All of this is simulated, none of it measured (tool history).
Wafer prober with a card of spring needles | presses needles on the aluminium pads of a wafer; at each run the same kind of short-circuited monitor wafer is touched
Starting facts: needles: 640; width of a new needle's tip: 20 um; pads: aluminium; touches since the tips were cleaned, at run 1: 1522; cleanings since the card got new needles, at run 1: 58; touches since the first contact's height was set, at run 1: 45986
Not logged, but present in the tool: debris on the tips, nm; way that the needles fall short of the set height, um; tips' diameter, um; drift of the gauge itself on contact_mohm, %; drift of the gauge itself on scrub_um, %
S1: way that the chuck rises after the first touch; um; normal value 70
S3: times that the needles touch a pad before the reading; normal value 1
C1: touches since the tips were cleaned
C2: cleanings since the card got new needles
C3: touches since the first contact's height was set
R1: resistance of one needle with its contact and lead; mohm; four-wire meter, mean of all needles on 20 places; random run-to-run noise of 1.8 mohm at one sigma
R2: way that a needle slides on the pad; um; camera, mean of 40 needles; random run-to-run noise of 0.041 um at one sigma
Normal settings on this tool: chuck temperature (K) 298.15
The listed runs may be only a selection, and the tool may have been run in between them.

run 1 hour=0.0 | S1=70 chuck_temperature_(K)=298.15 S3=1 | C1=1522 C2=58 C3=45986 | R1=197 R2=13.14
-- hour=3.5 tips cleaned on abrasive film
run 2 hour=6.0 | S1=70 chuck_temperature_(K)=298.15 S3=1 | C1=1584 C2=59 C3=49735 | R1=230 R2=13.08
-- hour=10.0 tips cleaned on abrasive film
run 3 hour=13.2 | S1=70 chuck_temperature_(K)=298.15 S3=1 | C1=1974 C2=60 C3=54189 | R1=204 R2=13.04
-- hour=16.0 tips cleaned on abrasive film
run 4 hour=19.6 | S1=70 chuck_temperature_(K)=298.15 S3=1 | C1=2286 C2=61 C3=58208 | R1=207 R2=13.07
-- hour=22.2 tips cleaned on abrasive film
-- hour=27.4 tips cleaned on abrasive film, once more
run 5 hour=27.7 | S1=70 chuck_temperature_(K)=298.15 S3=1 | C1=243 C2=63 C3=63237 | R1=191 R2=13.06
-- hour=33.8 tips cleaned on abrasive film
run 6 hour=36.2 | S1=70 chuck_temperature_(K)=298.15 S3=1 | C1=1483 C2=64 C3=68509 | R1=199 R2=13.03
-- hour=39.7 tips cleaned on abrasive film
run 7 hour=45.3 | S1=70 chuck_temperature_(K)=298.15 S3=1 | C1=3552 C2=65 C3=74224 | R1=214 R2=13.02
-- hour=45.9 tips cleaned on abrasive film
-- hour=51.8 tips cleaned on abrasive film
run 8 hour=54.1 | S1=70 chuck_temperature_(K)=298.15 S3=1 | C1=1449 C2=67 C3=79659 | R1=200 R2=12.95
-- hour=57.8 tips cleaned on abrasive film
-- hour=64.4 tips cleaned on abrasive film
run 9 hour=64.4 | S1=70 chuck_temperature_(K)=298.15 S3=1 | C1=0 C2=69 C3=86090 | R1=188 R2=12.99
-- hour=70.6 tips cleaned on abrasive film
run 10 hour=72.0 | S1=70 chuck_temperature_(K)=298.15 S3=1 | C1=900 C2=70 C3=90848 | R1=196 R2=12.95
-- hour=76.4 tips cleaned on abrasive film
-- hour=82.3 tips cleaned on abrasive film
run 11 hour=82.6 | S1=70 chuck_temperature_(K)=298.15 S3=2 | C1=208 C2=72 C3=97446 | R1=191 R2=12.91
-- hour=88.4 tips cleaned on abrasive film
run 12 hour=88.4 | S1=87 chuck_temperature_(K)=298.15 S3=1 | C1=0 C2=73 C3=101049 | R1=181 R2=16.04
-- hour=94.6 tips cleaned on abrasive film
run 13 hour=99.6 | S1=71 chuck_temperature_(K)=298.15 S3=1 | C1=3158 C2=74 C3=108031 | R1=208 R2=13.03
-- hour=100.7 tips cleaned on abrasive film
run 14 hour=106.1 | S1=61 chuck_temperature_(K)=298.15 S3=1 | C1=3435 C2=75 C3=112126 | R1=229 R2=11.26
-- hour=106.8 tips cleaned on abrasive film
-- hour=113.2 tips cleaned on abrasive film
run 15 hour=116.4 | S1=70 chuck_temperature_(K)=365.15 S3=2 | C1=2022 C2=77 C3=118496 | R1=212 R2=12.86
-- hour=119.8 tips cleaned on abrasive film
run 16 hour=121.3 | S1=70 chuck_temperature_(K)=365.15 S3=2 | C1=939 C2=78 C3=121542 | R1=210 R2=12.88
-- hour=126.1 tips cleaned on abrasive film
run 17 hour=129.9 | S1=70 chuck_temperature_(K)=365.15 S3=2 | C1=2392 C2=79 C3=126943 | R1=215 R2=12.81
-- hour=132.0 tips cleaned on abrasive film
run 18 hour=135.1 | S1=70 chuck_temperature_(K)=365.15 S3=2 | C1=1962 C2=80 C3=130159 | R1=213 R2=12.83
-- hour=137.8 tips cleaned on abrasive film
-- hour=144.3 tips cleaned on abrasive film
run 19 hour=146.0 | S1=70 chuck_temperature_(K)=365.15 S3=2 | C1=1104 C2=82 C3=136971 | R1=207 R2=12.81
-- hour=150.2 tips cleaned on abrasive film
run 20 hour=155.1 | S1=70 chuck_temperature_(K)=335.15 S3=1 | C1=3063 C2=83 C3=142620 | R1=221 R2=12.81
-- hour=156.0 tips cleaned on abrasive film
run 21 hour=160.3 | S1=82 chuck_temperature_(K)=353.15 S3=1 | C1=2728 C2=84 C3=145856 | R1=213 R2=15.08
-- hour=161.7 tips cleaned on abrasive film
-- hour=167.5 tips cleaned on abrasive film
run 22 hour=170.5 | S1=67 chuck_temperature_(K)=306.15 S3=1 | C1=1934 C2=86 C3=152222 | R1=210 R2=12.27
-- hour=173.4 tips cleaned on abrasive film
run 23 hour=176.5 | S1=82 chuck_temperature_(K)=312.15 S3=3 | C1=1994 C2=87 C3=155955 | R1=192 R2=15.05
-- hour=179.5 tips cleaned on abrasive film
run 24 hour=182.8 | S1=79 chuck_temperature_(K)=312.15 S3=3 | C1=2134 C2=88 C3=159888 | R1=192 R2=14.53
-- hour=185.3 tips cleaned on abrasive film
run 25 hour=188.4 | S1=79 chuck_temperature_(K)=312.15 S3=3 | C1=1961 C2=89 C3=163342 | R1=196 R2=14.42
-- hour=191.2 tips cleaned on abrasive film
-- hour=197.3 tips cleaned on abrasive film
run 26 hour=198.5 | S1=89 chuck_temperature_(K)=342.15 S3=1 | C1=768 C2=91 C3=169623 | R1=198 R2=16.36
-- hour=203.6 tips cleaned on abrasive film
run 27 hour=209.2 | S1=76 chuck_temperature_(K)=303.15 S3=1 | C1=3545 C2=92 C3=176334 | R1=215 R2=13.93

Subtracting, for every run, the result it would have given without the tool's unlogged condition from the measured result gives the following. The same run-to-run variation enters both numbers; the gauge's scatter may not:
run=1 R1=+14 R2=-0.12
run=2 R1=+44 R2=-0.20
run=3 R1=+21 R2=-0.21
run=4 R1=+24 R2=-0.22
run=5 R1=+7 R2=-0.24
run=6 R1=+15 R2=-0.25
run=7 R1=+29 R2=-0.26
run=8 R1=+16 R2=-0.28
run=9 R1=+5 R2=-0.30
run=10 R1=+11 R2=-0.31
run=11 R1=+5 R2=-0.33
run=12 R1=+4 R2=-0.34
run=13 R1=+27 R2=-0.35
run=14 R1=+39 R2=-0.36
run=15 R1=+13 R2=-0.39
run=16 R1=+9 R2=-0.40
run=17 R1=+16 R2=-0.41
run=18 R1=+13 R2=-0.41
run=19 R1=+11 R2=-0.43
run=20 R1=+27 R2=-0.44
run=21 R1=+19 R2=-0.46
run=22 R1=+24 R2=-0.48
run=23 R1=+8 R2=-0.49
run=24 R1=+8 R2=-0.50
run=25 R1=+9 R2=-0.51
run=26 R1=+8 R2=-0.53
run=27 R1=+28 R2=-0.55

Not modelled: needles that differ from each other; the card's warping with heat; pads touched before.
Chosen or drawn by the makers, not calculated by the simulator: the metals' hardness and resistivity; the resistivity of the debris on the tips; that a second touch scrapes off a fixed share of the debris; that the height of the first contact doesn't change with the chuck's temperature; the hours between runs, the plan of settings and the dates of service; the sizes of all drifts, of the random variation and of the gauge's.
